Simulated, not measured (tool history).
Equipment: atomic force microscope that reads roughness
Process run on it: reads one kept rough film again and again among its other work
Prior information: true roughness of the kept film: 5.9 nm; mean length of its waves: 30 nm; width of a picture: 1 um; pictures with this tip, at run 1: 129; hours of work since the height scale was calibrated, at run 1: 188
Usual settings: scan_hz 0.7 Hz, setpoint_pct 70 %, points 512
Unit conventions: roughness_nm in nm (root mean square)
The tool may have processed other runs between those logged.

run     day  scan_hz  setpoint_pct  points  pictures with this tip  hours of work since the height scale was calibrated  roughness_nm
  1       0      0.7            70     512                     129                                                  188         3.333
  2   0.679      0.7            70     512                     148                                                  195         3.206
  3   1.621    1.897            70     512                     174                                                  205         2.845
  4   2.704    1.897            70     512                     204                                                  217         2.655
      3.188  -- new tip fitted
  5   3.471    1.897            70     512                       8                                                  225         4.088
  6   4.417    1.897            70     512                      34                                                  235         3.789
  7   5.062    1.897            70     512                      52                                                  242         3.598
  8   5.775    1.897            70     512                      71                                                  249         3.441
  9   6.533      0.7            70     660                      92                                                  257         3.457
      6.633  -- height scale calibrated on a step standard
 10   7.312      0.7            70     660                     112                                                    7         3.306
 11   7.858      0.7            70     660                     127                                                   13         3.199
 12     8.8      0.7            61     660                     153                                                   23         3.098
 13   9.462      0.7            61     660                     172                                                   30          2.97
     10.362  -- height scale calibrated on a step standard, once more
 14   10.45    0.963            71     660                     197                                                    1          2.72
       11.1  -- new tip fitted
 15  11.117    0.803            72     488                       0                                                    8         4.386
 16  12.225    0.803            72     488                      31                                                   20         4.045
 17  12.712      0.7            56     404                      44                                                   25         4.036
 18  13.233    2.201            85     367                      58                                                   30         3.083
 19  13.821    2.201            85     367                      75                                                   37          2.95
 20  14.433    2.201            85     367                      91                                                   43         2.856
 21  15.317    2.201            61     367                     116                                                   52         3.202
 22  15.933    2.201            61     367                     133                                                   59         3.056
 23  16.971    2.064            80     468                     161                                                   70         2.574
 24  18.012     1.02            85     468                     190                                                   81         2.593
     18.988  -- new tip fitted
 25  19.025    2.103            79     804                       1                                                   92         3.873
 26  19.804    1.796            77     789                      22                                                  100         3.748

Selected run-to-run steps in roughness_nm, each split into two signed amounts: the part the tool would show with no hidden state at all (from settings, incoming material and random variation), and the remainder, which goes to the hidden state together with any gauge scatter not common to the measured and the hidden-state-free results:
Hidden state at play: radius of the tip, nm; height scale over the true one, %; drift of the gauge itself on roughness_nm, %.
Run 4 -> 5: new tip fitted. roughness_nm +1.433 nm (root mean square): hidden state +1.399, all else +0.034.
Run 14 -> 15: scan_hz 0.963 -> 0.803, setpoint_pct 71 -> 72, points 660 -> 488, new tip fitted. roughness_nm +1.666 nm (root mean square): hidden state +1.692, all else -0.026.
Run 24 -> 25: scan_hz 1.02 -> 2.103, setpoint_pct 85 -> 79, points 468 -> 804, new tip fitted. roughness_nm +1.28 nm (root mean square): hidden state +1.5, all else -0.22.
